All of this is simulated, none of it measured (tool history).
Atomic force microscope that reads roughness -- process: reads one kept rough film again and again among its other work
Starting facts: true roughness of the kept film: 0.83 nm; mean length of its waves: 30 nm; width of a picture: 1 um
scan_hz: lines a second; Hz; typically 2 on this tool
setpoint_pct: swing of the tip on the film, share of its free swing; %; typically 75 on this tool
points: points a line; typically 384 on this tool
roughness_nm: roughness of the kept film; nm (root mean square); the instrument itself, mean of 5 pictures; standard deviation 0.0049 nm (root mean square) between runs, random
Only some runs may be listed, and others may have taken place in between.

Run 1, hour 0: usual settings. Result: roughness_nm 0.695 nm (root mean square).
Run 2, hour 21.3: usual settings. Result: roughness_nm 0.694 nm (root mean square).
Run 3, hour 56.1: usual settings. Result: roughness_nm 0.702 nm (root mean square).
Run 4, hour 108.2: usual settings. Result: roughness_nm 0.7 nm (root mean square).
Run 5, hour 146.9: usual settings. Result: roughness_nm 0.707 nm (root mean square).
Run 6, hour 170.8: usual settings. Result: roughness_nm 0.7 nm (root mean square).
Run 7, hour 209.9: usual settings. Result: roughness_nm 0.698 nm (root mean square).
Run 8, hour 246.2: usual settings. Result: roughness_nm 0.699 nm (root mean square).
Run 9, hour 286.4: usual settings. Result: roughness_nm 0.699 nm (root mean square).
Run 10, hour 317.2: usual settings. Result: roughness_nm 0.714 nm (root mean square).
Run 11, hour 361: usual settings. Result: roughness_nm 0.701 nm (root mean square).
Run 12, hour 410: usual settings but scan_hz 0.55 Hz. Result: roughness_nm 0.775 nm (root mean square).
Run 13, hour 438.5: usual settings but scan_hz 1.21 Hz, setpoint_pct 88 %, points 761. Result: roughness_nm 0.681 nm (root mean square).
Run 14, hour 469: usual settings but scan_hz 1.21 Hz, setpoint_pct 88 %, points 761. Result: roughness_nm 0.687 nm (root mean square).
Run 15, hour 519: usual settings but scan_hz 0.63 Hz, setpoint_pct 62 %, points 761. Result: roughness_nm 0.785 nm (root mean square).
Run 16, hour 561.1: usual settings but scan_hz 0.63 Hz, setpoint_pct 62 %, points 761. Result: roughness_nm 0.801 nm (root mean square).
Run 17, hour 603.5: usual settings but scan_hz 3.38 Hz, points 580. Result: roughness_nm 0.652 nm (root mean square).
Run 18, hour 626.8: usual settings but scan_hz 3.38 Hz, points 580. Result: roughness_nm 0.648 nm (root mean square).
Run 19, hour 674.9: usual settings but scan_hz 3.38 Hz, points 580. Result: roughness_nm 0.648 nm (root mean square).
Run 20, hour 708.8: usual settings but scan_hz 1.71 Hz, setpoint_pct 61 %, points 430. Result: roughness_nm 0.774 nm (root mean square).
Run 21, hour 740.2: usual settings but scan_hz 1.71 Hz, setpoint_pct 61 %, points 430. Result: roughness_nm 0.761 nm (root mean square).
Run 22, hour 766.8: usual settings but scan_hz 2.71 Hz, setpoint_pct 78 %, points 300. Result: roughness_nm 0.651 nm (root mean square).
Run 23, hour 792.3: usual settings but scan_hz 0.69 Hz, points 398. Result: roughness_nm 0.767 nm (root mean square).

Not shown: 2 entries that the log had between the listed runs. Between which runs, and how does the tool's hidden state differ before and after?
Between runs 8 and 9: new tip fitted (hour 284.1)
  radius of the tip, nm: 6.1 -> 5
Between runs 17 and 18: new tip fitted (hour 619.2)
  radius of the tip, nm: 6.1 -> 5.1
